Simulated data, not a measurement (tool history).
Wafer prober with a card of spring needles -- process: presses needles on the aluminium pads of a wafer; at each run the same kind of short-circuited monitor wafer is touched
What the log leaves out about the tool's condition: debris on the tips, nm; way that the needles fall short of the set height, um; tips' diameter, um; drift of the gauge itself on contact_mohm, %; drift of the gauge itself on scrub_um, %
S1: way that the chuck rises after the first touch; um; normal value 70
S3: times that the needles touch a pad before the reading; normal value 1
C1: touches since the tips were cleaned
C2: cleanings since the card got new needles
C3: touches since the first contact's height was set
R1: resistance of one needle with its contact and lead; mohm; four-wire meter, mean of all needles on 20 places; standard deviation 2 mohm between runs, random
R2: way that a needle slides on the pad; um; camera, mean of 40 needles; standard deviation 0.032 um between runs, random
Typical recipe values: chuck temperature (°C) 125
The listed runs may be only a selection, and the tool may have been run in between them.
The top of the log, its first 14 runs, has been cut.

{"hour": 193.7, "done": "tips cleaned on abrasive film"}
{"hour": 207.5, "done": "tips cleaned on abrasive film"}
{"run": 15, "hour": 210.0, "S1": 70, "chuck temperature (°C)": 35, "S3": 1, "C1": 1612, "C2": 38, "C3": 39626, "R1": 324, "R2": 14.41}
{"hour": 221.1, "done": "tips cleaned on abrasive film"}
{"run": 16, "hour": 221.8, "S1": 70, "chuck temperature (°C)": 35, "S3": 1, "C1": 429, "C2": 39, "C3": 47094, "R1": 260, "R2": 14.41}
{"hour": 234.1, "done": "tips cleaned on abrasive film"}
{"run": 17, "hour": 237.5, "S1": 55, "chuck temperature (°C)": 63, "S3": 1, "C1": 2117, "C2": 40, "C3": 57033, "R1": 435, "R2": 11.27}
{"hour": 247.5, "done": "tips cleaned on abrasive film"}
{"run": 18, "hour": 249.2, "S1": 54, "chuck temperature (°C)": 63, "S3": 1, "C1": 1106, "C2": 41, "C3": 64461, "R1": 376, "R2": 11.03}
{"hour": 260.5, "done": "tips cleaned on abrasive film"}
{"run": 19, "hour": 264.0, "S1": 76, "chuck temperature (°C)": 63, "S3": 2, "C1": 2207, "C2": 42, "C3": 73856, "R1": 288, "R2": 15.53}
{"hour": 274.1, "done": "tips cleaned on abrasive film"}
{"run": 20, "hour": 275.8, "S1": 70, "chuck temperature (°C)": 98, "S3": 1, "C1": 1089, "C2": 43, "C3": 81338, "R1": 317, "R2": 14.27}
{"hour": 287.9, "done": "tips cleaned on abrasive film"}
{"run": 21, "hour": 289.8, "S1": 59, "chuck temperature (°C)": 98, "S3": 1, "C1": 1184, "C2": 44, "C3": 90212, "R1": 381, "R2": 12.04}
{"hour": 301.4, "done": "tips cleaned on abrasive film"}
{"run": 22, "hour": 303.3, "S1": 59, "chuck temperature (°C)": 98, "S3": 2, "C1": 1184, "C2": 45, "C3": 98787, "R1": 297, "R2": 12.03}
{"hour": 307.8, "done": "height of the first contact set anew"}
{"hour": 316.1, "done": "tips cleaned on abrasive film"}
{"run": 23, "hour": 324.9, "S1": 61, "chuck temperature (°C)": 98, "S3": 1, "C1": 5628, "C2": 46, "C3": 10908, "R1": 488, "R2": 12.61}
{"hour": 329.1, "done": "tips cleaned on abrasive film"}
{"run": 24, "hour": 339.0, "S1": 63, "chuck temperature (°C)": 37, "S3": 1, "C1": 6291, "C2": 47, "C3": 19833, "R1": 482, "R2": 12.98}
{"hour": 342.9, "done": "tips cleaned on abrasive film"}
{"run": 25, "hour": 349.4, "S1": 63, "chuck temperature (°C)": 37, "S3": 1, "C1": 4129, "C2": 48, "C3": 26397, "R1": 447, "R2": 12.98}
{"hour": 357.3, "done": "tips cleaned on abrasive film"}
{"run": 26, "hour": 370.0, "S1": 65, "chuck temperature (°C)": 103, "S3": 1, "C1": 8128, "C2": 49, "C3": 39545, "R1": 466, "R2": 13.32}
{"hour": 371.8, "done": "tips cleaned on abrasive film"}
{"hour": 385.6, "done": "tips cleaned on abrasive film"}
{"run": 27, "hour": 388.0, "S1": 65, "chuck temperature (°C)": 103, "S3": 1, "C1": 1522, "C2": 51, "C3": 50896, "R1": 353, "R2": 13.38}
{"run": 28, "hour": 397.7, "S1": 65, "chuck temperature (°C)": 103, "S3": 1, "C1": 7703, "C2": 51, "C3": 57077, "R1": 466, "R2": 13.38}
{"hour": 399.6, "done": "tips cleaned on abrasive film"}
{"hour": 413.4, "done": "tips cleaned on abrasive film"}
{"run": 29, "hour": 416.0, "S1": 65, "chuck temperature (°C)": 103, "S3": 1, "C1": 1667, "C2": 53, "C3": 68675, "R1": 373, "R2": 13.31}
{"hour": 427.5, "done": "tips cleaned on abrasive film"}
{"run": 30, "hour": 436.6, "S1": 84, "chuck temperature (°C)": 64, "S3": 1, "C1": 5766, "C2": 54, "C3": 81748, "R1": 375, "R2": 17.31}
{"hour": 441.8, "done": "tips cleaned on abrasive film"}
{"run": 31, "hour": 447.0, "S1": 89, "chuck temperature (°C)": 116, "S3": 2, "C1": 3381, "C2": 55, "C3": 88385, "R1": 287, "R2": 18.17}

5 options for the next run, each taken on its own from the tool as it stands now. Forecast them:
{"hour": 455.5, "done": "tips cleaned on abrasive film"}
{"run": "A", "hour": 464.2, "S1": 89, "chuck temperature (°C)": 113, "S3": 2, "C1": 5579, "C2": 56, "C3": 99301, "R1": "?", "R2": "?"}
{"hour": 455.5, "done": "tips cleaned on abrasive film"}
{"run": "B", "hour": 464.2, "S1": 70, "chuck temperature (°C)": 51, "S3": 1, "C1": 5579, "C2": 56, "C3": 99301, "R1": "?", "R2": "?"}
{"hour": 455.5, "done": "tips cleaned on abrasive film"}
{"run": "C", "hour": 464.2, "S1": 89, "chuck temperature (°C)": 68, "S3": 2, "C1": 5579, "C2": 56, "C3": 99301, "R1": "?", "R2": "?"}
{"hour": 455.5, "done": "tips cleaned on abrasive film"}
{"run": "D", "hour": 464.2, "S1": 52, "chuck temperature (°C)": 125, "S3": 1, "C1": 5579, "C2": 56, "C3": 99301, "R1": "?", "R2": "?"}
{"hour": 455.5, "done": "tips cleaned on abrasive film"}
{"run": "E", "hour": 464.2, "S1": 55, "chuck temperature (°C)": 48, "S3": 1, "C1": 5579, "C2": 56, "C3": 99301, "R1": "?", "R2": "?"}

run=A R1=299 R2=18.22
run=B R1=432 R2=14.33
run=C R1=290 R2=18.23
run=D R1=588 R2=10.54
run=E R1=575 R2=11.15
With no hidden state in the tool, these same runs would have given:
run=A R1=216 R2=18.40
run=B R1=202 R2=14.52
run=C R1=203 R2=18.41
run=D R1=230 R2=10.72
run=E R1=209 R2=11.33
